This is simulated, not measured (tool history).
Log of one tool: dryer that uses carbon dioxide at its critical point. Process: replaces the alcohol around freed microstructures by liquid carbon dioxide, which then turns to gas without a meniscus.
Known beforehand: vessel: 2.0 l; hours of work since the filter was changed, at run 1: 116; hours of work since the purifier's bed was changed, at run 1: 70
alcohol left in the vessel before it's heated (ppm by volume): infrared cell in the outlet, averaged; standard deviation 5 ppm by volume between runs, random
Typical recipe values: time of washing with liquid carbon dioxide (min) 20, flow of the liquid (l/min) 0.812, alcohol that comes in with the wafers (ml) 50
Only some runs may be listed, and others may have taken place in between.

| run | day | time of washing with liquid carbon dioxide (min) | flow of the liquid (l/min) | alcohol that comes in with the wafers (ml) | hours of work since the filter was changed | hours of work since the purifier's bed was changed | alcohol left in the vessel before it's heated (ppm by volume) |
|---|---|---|---|---|---|---|---|
| 1 | 0.000 | 20 | 0.812 | 50 | 116 | 70 | 60 |
| 2 | 0.612 | 20 | 0.812 | 50 | 127 | 81 | 71 |
| 3 | 0.892 | 20 | 0.812 | 50 | 132 | 86 | 70 |
| 4 | 1.504 | 20 | 0.812 | 50 | 143 | 97 | 76 |
| 5 | 1.925 | 20 | 0.812 | 50 | 151 | 105 | 78 |
| 6 | 2.196 | 20 | 0.812 | 23 | 156 | 110 | 43 |
| 7 | 2.717 | 20 | 0.812 | 50 | 165 | 119 | 74 |
| 8 | 3.029 | 20 | 0.812 | 50 | 171 | 125 | 80 |
| 9 | 3.621 | 20 | 0.749 | 50 | 181 | 135 | 122 |
| 10 | 4.104 | 20 | 0.553 | 50 | 190 | 144 | 453 |
| 11 | 4.612 | 20 | 0.553 | 50 | 199 | 153 | 468 |
| 12 | 5.075 | 20 | 0.553 | 50 | 207 | 161 | 462 |
| 13 | 5.596 | 21 | 0.910 | 92 | 217 | 170 | 74 |
| 14 | 6.058 | 17 | 0.819 | 110 | 225 | 179 | 336 |
| 15 | 6.442 | 30 | 0.849 | 24 | 232 | 186 | 40 |
| 16 | 6.750 | 30 | 0.849 | 24 | 237 | 191 | 35 |
| 17 | 7.083 | 16 | 0.960 | 50 | 243 | 197 | 113 |
| 18 | 7.688 | 20 | 0.899 | 50 | 254 | 208 | 74 |
| 19 | 8.104 | 20 | 0.899 | 50 | 261 | 215 | 72 |
| 20 | 8.512 | 15 | 0.588 | 79 | 269 | 223 | 1654 |
| 21 | 9.125 | 15 | 0.588 | 79 | 280 | 234 | 1635 |
| 22 | 9.683 | 29 | 1.190 | 37 | 290 | 244 | 54 |
| 23 | 10.283 | 29 | 1.190 | 37 | 300 | 254 | 39 |

Alternative continuations, all from the tool just after run 23; predict every row:
| A | 10.646 | 20 | 0.858 | 28 | 307 | 261 | ? |
| B | 10.646 | 20 | 1.174 | 80 | 307 | 261 | ? |
| C | 10.646 | 29 | 1.190 | 33 | 307 | 261 | ? |
| D | 10.646 | 18 | 0.515 | 22 | 307 | 261 | ? |

| run | alcohol left in the vessel before it's heated (ppm by volume) |
|---|---|
| A | 73 |
| B | 62 |
| C | 49 |
| D | 454 |
With no hidden state in the tool, these same runs would have given:
| run | alcohol left in the vessel before it's heated (ppm by volume) |
|---|---|
| A | 17 |
| B | 14 |
| C | 4 |
| D | 309 |
